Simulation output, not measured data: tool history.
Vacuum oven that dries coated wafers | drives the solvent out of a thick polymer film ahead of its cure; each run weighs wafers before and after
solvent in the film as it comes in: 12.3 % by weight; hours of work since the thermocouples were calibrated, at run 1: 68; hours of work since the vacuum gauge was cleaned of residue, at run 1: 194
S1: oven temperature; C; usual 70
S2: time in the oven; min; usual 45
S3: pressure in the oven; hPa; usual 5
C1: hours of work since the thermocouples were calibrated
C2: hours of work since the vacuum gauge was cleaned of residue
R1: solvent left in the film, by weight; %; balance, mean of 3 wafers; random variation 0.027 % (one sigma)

run	hour	S1	S2	S3	C1	C2	R1
1	0	70	45	5	68	194	0.52
2	53.3	70	45	5	93	219	0.51
3	105	70	45	5	118	244	0.53
4	129.3	70	45	5	129	256	0.52
5	182.3	70	45	5	155	281	0.54
6	229.6	70	45	5	177	304	0.52
7	274.9	70	45	5	199	325	0.52
8	314.4	70	45	5	218	344	0.51
9	345.7	70	45	5	233	359	0.54
10	381.3	70	45	5	250	376	0.58
11	406	79	45	5	262	388	0.12
12	442.2	79	45	5	279	405	0.15
13	485.9	79	45	5	300	426	0.12
14	523.9	58	45	5	318	444	3.23
15	572.1	58	45	5	341	467	3.24
16	613.9	58	45	5	361	487	3.27
17	640.7	58	45	5	374	500	3.29
18	667.2	61	45	5	386	513	2.39
19	705.7	61	45	5	405	531	2.37
20	740	61	45	5	421	547	2.45
21	787.4	63	23	8.22	444	570	4.21
22	814.7	63	23	8.22	457	583	4.2
23	851.2	63	23	8.22	474	600	4.26
24	899.2	63	23	4.84	497	623	4.17
25	945.1	63	23	4.84	519	645	4.14
26	980.6	70	45	4.88	536	662	0.59
27	1021.6	58	33	6.34	555	682	4.56
28	1056.6	59	33	6.34	572	699	4.17
29	1094.3	59	51	6.34	590	717	2.62

The same runs without the tool's hidden state, with the same run-to-run variation:
The hidden state here: true wafer temperature over the reading, C; true pressure over the reading, kPa; drift of the gauge itself on solvent_pct, %.
run	R1
1	0.47
2	0.47
3	0.48
4	0.47
5	0.48
6	0.46
7	0.45
8	0.45
9	0.47
10	0.51
11	0.1
12	0.13
13	0.1
14	3.01
15	3.01
16	3.03
17	3.05
18	2.16
19	2.13
20	2.2
21	3.95
22	3.93
23	3.99
24	3.88
25	3.85
26	0.47
27	4.23
28	3.84
29	2.3

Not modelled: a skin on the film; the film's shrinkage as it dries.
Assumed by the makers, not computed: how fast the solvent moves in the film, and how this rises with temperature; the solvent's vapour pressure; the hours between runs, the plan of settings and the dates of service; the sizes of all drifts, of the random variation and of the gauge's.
